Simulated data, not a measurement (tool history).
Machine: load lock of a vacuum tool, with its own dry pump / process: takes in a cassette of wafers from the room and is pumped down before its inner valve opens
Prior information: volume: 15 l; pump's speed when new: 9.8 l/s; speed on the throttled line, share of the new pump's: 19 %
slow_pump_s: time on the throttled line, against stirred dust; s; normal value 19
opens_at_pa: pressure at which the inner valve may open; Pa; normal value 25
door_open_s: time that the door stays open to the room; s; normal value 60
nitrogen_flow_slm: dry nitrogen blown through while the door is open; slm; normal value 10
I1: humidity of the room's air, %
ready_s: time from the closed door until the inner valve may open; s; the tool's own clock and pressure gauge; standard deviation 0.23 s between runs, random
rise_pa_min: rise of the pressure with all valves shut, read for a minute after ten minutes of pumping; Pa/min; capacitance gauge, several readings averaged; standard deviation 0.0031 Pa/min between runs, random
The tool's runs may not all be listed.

run 1 hour=0 | slow_pump_s=19 opens_at_pa=25 door_open_s=60 nitrogen_flow_slm=10 | I1=43 | ready_s=29.8 rise_pa_min=0.195
run 2 hour=103.2 | slow_pump_s=19 opens_at_pa=25 door_open_s=60 nitrogen_flow_slm=10 | I1=46.1 | ready_s=30 rise_pa_min=0.202
run 3 hour=174.2 | slow_pump_s=19 opens_at_pa=25 door_open_s=60 nitrogen_flow_slm=10 | I1=50.2 | ready_s=30 rise_pa_min=0.214
run 4 hour=268.2 | slow_pump_s=19 opens_at_pa=25 door_open_s=60 nitrogen_flow_slm=10 | I1=52 | ready_s=30 rise_pa_min=0.216
run 5 hour=393.3 | slow_pump_s=19 opens_at_pa=25 door_open_s=60 nitrogen_flow_slm=10 | I1=49.7 | ready_s=30 rise_pa_min=0.218
run 6 hour=512.6 | slow_pump_s=19 opens_at_pa=25 door_open_s=60 nitrogen_flow_slm=10 | I1=42.5 | ready_s=29.7 rise_pa_min=0.208
run 7 hour=599.1 | slow_pump_s=31 opens_at_pa=25 door_open_s=60 nitrogen_flow_slm=10 | I1=46.3 | ready_s=39.4 rise_pa_min=0.217
run 8 hour=726.6 | slow_pump_s=19 opens_at_pa=25 door_open_s=60 nitrogen_flow_slm=10 | I1=45.2 | ready_s=30.3 rise_pa_min=0.223
run 9 hour=878.5 | slow_pump_s=19 opens_at_pa=25 door_open_s=84 nitrogen_flow_slm=10 | I1=44.2 | ready_s=30.2 rise_pa_min=0.242
run 10 hour=978 | slow_pump_s=16 opens_at_pa=25 door_open_s=84 nitrogen_flow_slm=10 | I1=43 | ready_s=28 rise_pa_min=0.239
run 11 hour=1062.6 | slow_pump_s=16 opens_at_pa=25 door_open_s=84 nitrogen_flow_slm=10 | I1=45.5 | ready_s=27.8 rise_pa_min=0.252
run 12 hour=1166.4 | slow_pump_s=19 opens_at_pa=25 door_open_s=93 nitrogen_flow_slm=10 | I1=44.5 | ready_s=30.3 rise_pa_min=0.256
run 13 hour=1245.9 | slow_pump_s=19 opens_at_pa=25 door_open_s=60 nitrogen_flow_slm=10 | I1=46.8 | ready_s=30 rise_pa_min=0.245
run 14 hour=1377.2 | slow_pump_s=19 opens_at_pa=25 door_open_s=60 nitrogen_flow_slm=5 | I1=44.6 | ready_s=30.3 rise_pa_min=0.26
run 15 hour=1530 | slow_pump_s=19 opens_at_pa=25 door_open_s=60 nitrogen_flow_slm=5 | I1=43 | ready_s=30.4 rise_pa_min=0.257
run 16 hour=1627.5 | slow_pump_s=19 opens_at_pa=25 door_open_s=60 nitrogen_flow_slm=5 | I1=44.4 | ready_s=30.2 rise_pa_min=0.261
run 17 hour=1743.9 | slow_pump_s=19 opens_at_pa=25 door_open_s=60 nitrogen_flow_slm=13 | I1=42.5 | ready_s=30.1 rise_pa_min=0.248
run 18 hour=1885.4 | slow_pump_s=19 opens_at_pa=25 door_open_s=60 nitrogen_flow_slm=13 | I1=46 | ready_s=30.4 rise_pa_min=0.263
run 19 hour=2003.5 | slow_pump_s=19 opens_at_pa=23 door_open_s=34 nitrogen_flow_slm=6 | I1=46 | ready_s=30.8 rise_pa_min=0.259
run 20 hour=2167.7 | slow_pump_s=26 opens_at_pa=28 door_open_s=186 nitrogen_flow_slm=13 | I1=44.2 | ready_s=35.4 rise_pa_min=0.324
run 21 hour=2245.1 | slow_pump_s=26 opens_at_pa=28 door_open_s=186 nitrogen_flow_slm=13 | I1=43.5 | ready_s=35.3 rise_pa_min=0.32
run 22 hour=2366.8 | slow_pump_s=26 opens_at_pa=28 door_open_s=186 nitrogen_flow_slm=13 | I1=43.2 | ready_s=35.7 rise_pa_min=0.34
run 23 hour=2524.2 | slow_pump_s=19 opens_at_pa=27 door_open_s=97 nitrogen_flow_slm=10 | I1=47 | ready_s=30.5 rise_pa_min=0.317
run 24 hour=2641.9 | slow_pump_s=28 opens_at_pa=25 door_open_s=60 nitrogen_flow_slm=10 | I1=43.7 | ready_s=37.3 rise_pa_min=0.303
run 25 hour=2729.8 | slow_pump_s=21 opens_at_pa=25 door_open_s=87 nitrogen_flow_slm=9 | I1=43.3 | ready_s=32.4 rise_pa_min=0.309
run 26 hour=2804 | slow_pump_s=21 opens_at_pa=25 door_open_s=87 nitrogen_flow_slm=9 | I1=42.6 | ready_s=32.1 rise_pa_min=0.31
run 27 hour=2932.8 | slow_pump_s=12 opens_at_pa=25 door_open_s=89 nitrogen_flow_slm=10 | I1=42.2 | ready_s=25.3 rise_pa_min=0.328
run 28 hour=3001.8 | slow_pump_s=12 opens_at_pa=25 door_open_s=89 nitrogen_flow_slm=10 | I1=43.3 | ready_s=25.3 rise_pa_min=0.337
run 29 hour=3141.5 | slow_pump_s=12 opens_at_pa=25 door_open_s=89 nitrogen_flow_slm=10 | I1=44.7 | ready_s=25.5 rise_pa_min=0.328
run 30 hour=3259.8 | slow_pump_s=35 opens_at_pa=24 door_open_s=60 nitrogen_flow_slm=8 | I1=47.6 | ready_s=42.7 rise_pa_min=0.328
run 31 hour=3371.4 | slow_pump_s=10 opens_at_pa=48 door_open_s=167 nitrogen_flow_slm=10 | I1=45.1 | ready_s=22.8 rise_pa_min=0.381
run 32 hour=3469 | slow_pump_s=10 opens_at_pa=24 door_open_s=84 nitrogen_flow_slm=10 | I1=42.9 | ready_s=24.4 rise_pa_min=0.342
run 33 hour=3608.5 | slow_pump_s=19 opens_at_pa=25 door_open_s=60 nitrogen_flow_slm=17 | I1=44.6 | ready_s=30.8 rise_pa_min=0.33
run 34 hour=3741.4 | slow_pump_s=30 opens_at_pa=25 door_open_s=60 nitrogen_flow_slm=10 | I1=48.7 | ready_s=39.4 rise_pa_min=0.345
run 35 hour=3871.4 | slow_pump_s=12 opens_at_pa=25 door_open_s=197 nitrogen_flow_slm=34 | I1=43.1 | ready_s=22.5 rise_pa_min=0.356
run 36 hour=3948.7 | slow_pump_s=32 opens_at_pa=25 door_open_s=44 nitrogen_flow_slm=34 | I1=44.7 | ready_s=38.1 rise_pa_min=0.316

Taken out of this log: 1 entry between the listed runs. Where each belongs, and how the hidden state differs across it:
In the gap between runs 34 and 35: dry pump taken out, an overhauled one fitted (hour 3801.9)
  pump's speed, % of a new pump's: 75.4 -> 100.6; leak at the door's seal, Pa l/s: 0.0702 -> 0.0716
  measured value less the no-hidden-state value, ready_s: +2.3 -> -0.1 s; rise_pa_min: +0.272 -> +0.28 Pa/min

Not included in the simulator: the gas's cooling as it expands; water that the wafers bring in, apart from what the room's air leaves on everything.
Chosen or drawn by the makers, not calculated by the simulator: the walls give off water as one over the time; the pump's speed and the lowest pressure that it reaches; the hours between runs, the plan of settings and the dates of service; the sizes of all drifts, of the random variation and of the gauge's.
